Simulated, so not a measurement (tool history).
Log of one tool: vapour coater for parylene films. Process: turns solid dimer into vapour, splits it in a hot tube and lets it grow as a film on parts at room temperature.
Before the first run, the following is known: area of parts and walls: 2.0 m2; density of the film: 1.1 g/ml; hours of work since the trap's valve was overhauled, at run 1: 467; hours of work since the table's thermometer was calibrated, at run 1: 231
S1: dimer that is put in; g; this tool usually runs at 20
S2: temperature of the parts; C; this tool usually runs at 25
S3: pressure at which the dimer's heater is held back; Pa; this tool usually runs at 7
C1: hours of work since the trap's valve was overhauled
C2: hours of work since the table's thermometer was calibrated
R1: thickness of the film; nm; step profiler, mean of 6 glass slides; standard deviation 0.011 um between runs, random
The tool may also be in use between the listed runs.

| run | hour | S1 | S2 | S3 | C1 | C2 | R1 |
|---|---|---|---|---|---|---|---|
| 1 | 0 | 20 | 25 | 7 | 467 | 231 | 5500 |
| 2 | 31.6 | 20 | 25 | 7 | 480 | 245 | 5510 |
| 3 | 54.5 | 20 | 25 | 2.37 | 490 | 255 | 6110 |
| 4 | 93 | 20 | 25 | 7 | 506 | 271 | 5510 |
|  | 108.2 | trap's valve overhauled |
| 5 | 131.3 | 10 | 25 | 7 | 10 | 285 | 2750 |
| 6 | 162.1 | 11 | 25 | 7 | 23 | 298 | 3040 |
| 7 | 182.5 | 11 | 25 | 7 | 31 | 307 | 3040 |
| 8 | 211.5 | 11 | 25 | 7 | 44 | 319 | 3050 |
| 9 | 230.9 | 33 | 18 | 7.97 | 52 | 328 | 11770 |
| 10 | 261.4 | 33 | 18 | 7.97 | 65 | 340 | 11740 |
| 11 | 290.8 | 33 | 18 | 7.97 | 77 | 353 | 11750 |
| 12 | 313.3 | 33 | 18 | 7.97 | 87 | 362 | 11760 |
| 13 | 345.5 | 33 | 18 | 7.97 | 100 | 376 | 11770 |
| 14 | 369.8 | 17 | 29 | 7.4 | 111 | 386 | 4030 |
| 15 | 405.3 | 17 | 29 | 7.4 | 126 | 401 | 4020 |

Each row is a separate what-if for the run after 15, all from the same tool condition, not one after another. Results?
| A | 439.7 | 35 | 25 | 4.6 | 140 | 416 | ? |
| B | 439.7 | 10 | 25 | 7 | 140 | 416 | ? |
| C | 439.7 | 32 | 29 | 2.54 | 140 | 416 | ? |

| run | R1 |
|---|---|
| A | 10120 |
| B | 2780 |
| C | 8430 |
Stripped of hidden state, with their random variation kept, the same runs would have yielded:
| run | R1 |
|---|---|
| A | 10040 |
| B | 2750 |
| C | 8360 |
